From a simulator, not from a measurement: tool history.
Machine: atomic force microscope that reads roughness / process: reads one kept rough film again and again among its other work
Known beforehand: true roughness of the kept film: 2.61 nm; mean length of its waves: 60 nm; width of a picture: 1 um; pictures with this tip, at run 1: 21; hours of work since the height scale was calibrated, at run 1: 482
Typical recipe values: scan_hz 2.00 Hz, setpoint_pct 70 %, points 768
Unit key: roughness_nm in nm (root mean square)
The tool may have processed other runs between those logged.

run	hour	scan_hz	setpoint_pct	points	pictures with this tip	hours of work since the height scale was calibrated	roughness_nm
1	0.0	2.00	70	768	21	482	2.267
2	27.6	2.00	66	768	48	494	2.330
3	68.8	2.00	66	768	89	513	2.323
4	100.1	3.54	70	768	119	528	2.074
5	163.0	2.00	70	260	181	557	2.256
6	199.8	2.00	70	260	217	574	2.267
7	229.4	2.00	82	260	246	588	2.048
# hour 279.8: new tip fitted
8	291.3	0.85	62	930	11	616	2.474
9	353.7	1.63	70	768	73	645	2.318
10	397.8	2.00	72	768	116	666	2.235
11	430.6	2.00	71	768	148	681	2.249

Predict the results of run 12:
12	487.3	1.82	60	589	204	707	?

Run 12 came out at roughness_nm 2.418 nm (root mean square).
Had the tool carried no hidden state, the very same run would have given roughness_nm 2.421 nm (root mean square).
